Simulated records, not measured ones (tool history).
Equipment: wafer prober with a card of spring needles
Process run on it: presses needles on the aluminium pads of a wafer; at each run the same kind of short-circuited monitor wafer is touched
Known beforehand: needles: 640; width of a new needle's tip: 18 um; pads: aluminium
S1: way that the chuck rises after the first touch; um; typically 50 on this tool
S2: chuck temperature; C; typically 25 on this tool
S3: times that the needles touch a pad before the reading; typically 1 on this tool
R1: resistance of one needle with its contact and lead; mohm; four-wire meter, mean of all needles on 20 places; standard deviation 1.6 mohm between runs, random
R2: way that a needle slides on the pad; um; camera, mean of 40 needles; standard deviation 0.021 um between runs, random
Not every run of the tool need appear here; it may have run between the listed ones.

| run | hour | S1 | S2 | S3 | R1 | R2 |
|---|---|---|---|---|---|---|
| 1 | 0.0 | 50 | 25 | 1 | 151 | 10.85 |
|  | 14.2 | tips cleaned on abrasive film |
| 2 | 19.3 | 50 | 25 | 1 | 152 | 10.83 |
| 3 | 29.0 | 50 | 25 | 1 | 148 | 10.81 |
|  | 38.8 | tips cleaned on abrasive film |
| 4 | 50.6 | 50 | 53 | 1 | 157 | 10.80 |
|  | 62.9 | tips cleaned on abrasive film |
| 5 | 71.9 | 50 | 53 | 1 | 157 | 10.86 |
| 6 | 80.9 | 50 | 25 | 1 | 150 | 10.88 |
|  | 86.9 | tips cleaned on abrasive film |
| 7 | 89.9 | 50 | 25 | 1 | 153 | 10.87 |
| 8 | 106.4 | 50 | 25 | 1 | 150 | 10.88 |
|  | 110.9 | tips cleaned on abrasive film |
| 9 | 124.0 | 50 | 25 | 1 | 148 | 10.92 |
|  | 127.2 | height of the first contact set anew |
|  | 135.9 | tips cleaned on abrasive film |
| 10 | 139.3 | 50 | 25 | 1 | 151 | 10.91 |
|  | 160.4 | tips cleaned on abrasive film |
| 11 | 160.4 | 49 | 25 | 3 | 151 | 10.71 |
| 12 | 169.6 | 63 | 25 | 2 | 144 | 13.81 |
|  | 184.6 | tips cleaned on abrasive film |
| 13 | 188.9 | 50 | 101 | 3 | 167 | 10.91 |
| 14 | 200.0 | 50 | 101 | 3 | 168 | 10.94 |
|  | 208.4 | tips cleaned on abrasive film |
| 15 | 219.1 | 50 | 101 | 2 | 164 | 10.96 |

3 options for the next run, each taken on its own from the tool as it stands now. Forecast them:
|  | 233.4 | tips cleaned on abrasive film |
| A | 238.5 | 33 | 55 | 1 | ? | ? |
|  | 233.4 | tips cleaned on abrasive film |
| B | 238.5 | 41 | 101 | 2 | ? | ? |
|  | 233.4 | tips cleaned on abrasive film |
| C | 238.5 | 50 | 101 | 3 | ? | ? |

| run | R1 | R2 |
|---|---|---|
| A | 170 | 7.26 |
| B | 172 | 8.99 |
| C | 167 | 11.00 |
What these runs would have given with no unlogged condition in the tool:
| run | R1 | R2 |
|---|---|---|
| A | 170 | 7.13 |
| B | 172 | 8.83 |
| C | 166 | 10.80 |
